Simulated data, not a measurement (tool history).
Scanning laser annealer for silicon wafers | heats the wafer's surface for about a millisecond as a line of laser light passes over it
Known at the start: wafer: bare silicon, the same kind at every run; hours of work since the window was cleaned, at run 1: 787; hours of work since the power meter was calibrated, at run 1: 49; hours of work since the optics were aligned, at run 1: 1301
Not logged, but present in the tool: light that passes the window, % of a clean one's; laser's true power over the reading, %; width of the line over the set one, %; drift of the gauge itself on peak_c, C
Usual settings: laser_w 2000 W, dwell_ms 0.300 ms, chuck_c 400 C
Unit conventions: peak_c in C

| run | hour | laser_w | dwell_ms | chuck_c | hours of work since the window was cleaned | hours of work since the power meter was calibrated | hours of work since the optics were aligned | peak_c |
|---|---|---|---|---|---|---|---|---|
| 1 | 0.0 | 2000 | 0.300 | 400 | 787 | 49 | 1301 | 1055 |
| 2 | 5.8 | 2000 | 0.300 | 400 | 792 | 53 | 1305 | 1052 |
| 3 | 13.2 | 1994 | 0.300 | 400 | 797 | 59 | 1310 | 1050 |
|  | 23.5 | optics aligned, line set to its width |
| 4 | 26.5 | 1994 | 0.300 | 400 | 803 | 65 | 2 | 1040 |
| 5 | 34.1 | 1994 | 0.300 | 411 | 809 | 70 | 8 | 1050 |
| 6 | 42.9 | 1994 | 0.300 | 411 | 815 | 77 | 14 | 1048 |
| 7 | 47.9 | 1782 | 0.300 | 400 | 819 | 81 | 18 | 953 |
| 8 | 52.4 | 1782 | 0.300 | 400 | 822 | 84 | 21 | 954 |
| 9 | 56.9 | 1782 | 0.288 | 400 | 825 | 87 | 24 | 943 |
| 10 | 65.4 | 2000 | 0.300 | 367 | 832 | 93 | 31 | 1010 |
| 11 | 69.3 | 2000 | 0.300 | 367 | 835 | 96 | 34 | 1007 |
| 12 | 75.6 | 2000 | 0.300 | 400 | 839 | 101 | 38 | 1039 |
|  | 82.2 | optics aligned, line set to its width, once more |
| 13 | 86.8 | 2000 | 0.300 | 400 | 844 | 105 | 3 | 1069 |
| 14 | 91.4 | 2000 | 0.300 | 400 | 847 | 109 | 7 | 1067 |
| 15 | 98.1 | 2000 | 0.300 | 400 | 852 | 114 | 12 | 1065 |
| 16 | 104.3 | 2000 | 0.300 | 400 | 856 | 118 | 16 | 1068 |
| 17 | 111.4 | 2022 | 0.300 | 400 | 862 | 123 | 21 | 1078 |
| 18 | 118.7 | 2022 | 0.300 | 400 | 867 | 129 | 27 | 1080 |
| 19 | 124.1 | 1901 | 0.270 | 412 | 871 | 133 | 31 | 1003 |
| 20 | 129.6 | 2104 | 0.271 | 376 | 875 | 137 | 35 | 1051 |
| 21 | 138.5 | 1898 | 0.269 | 368 | 881 | 143 | 41 | 954 |
| 22 | 145.1 | 1898 | 0.269 | 368 | 886 | 148 | 46 | 957 |
|  | 151.5 | window over the wafer cleaned |
| 23 | 151.5 | 2141 | 0.248 | 423 | 0 | 151 | 49 | 1117 |
| 24 | 155.9 | 1859 | 0.300 | 432 | 3 | 154 | 52 | 1068 |
| 25 | 160.2 | 1859 | 0.300 | 432 | 6 | 158 | 56 | 1070 |
| 26 | 165.3 | 1913 | 0.320 | 368 | 10 | 161 | 59 | 1049 |
| 27 | 170.7 | 2000 | 0.245 | 435 | 14 | 165 | 63 | 1067 |
| 28 | 178.6 | 2123 | 0.368 | 411 | 20 | 171 | 69 | 1251 |
| 29 | 186.1 | 1957 | 0.349 | 413 | 25 | 177 | 75 | 1147 |
| 30 | 192.1 | 1957 | 0.349 | 413 | 30 | 181 | 79 | 1147 |
| 31 | 199.1 | 1957 | 0.349 | 413 | 35 | 186 | 84 | 1147 |
| 32 | 208.1 | 2000 | 0.222 | 383 | 41 | 193 | 91 | 979 |
| 33 | 214.9 | 2183 | 0.227 | 383 | 46 | 198 | 96 | 1059 |
| 34 | 219.4 | 2166 | 0.340 | 408 | 50 | 201 | 99 | 1231 |
| 35 | 227.0 | 2166 | 0.342 | 374 | 55 | 206 | 105 | 1200 |

3 ways to go on from here, each from the tool as it stands after run 35. What would each give?
| A | 235.9 | 2000 | 0.228 | 400 | 62 | 213 | 111 | ? |
| B | 235.9 | 2166 | 0.328 | 374 | 62 | 213 | 111 | ? |
| C | 235.9 | 2030 | 0.362 | 380 | 62 | 213 | 111 | ? |

| run | peak_c |
|---|---|
| A | 1005 |
| B | 1181 |
| C | 1162 |
With no hidden state in the tool, these same runs would have given:
| run | peak_c |
|---|---|
| A | 1010 |
| B | 1187 |
| C | 1168 |
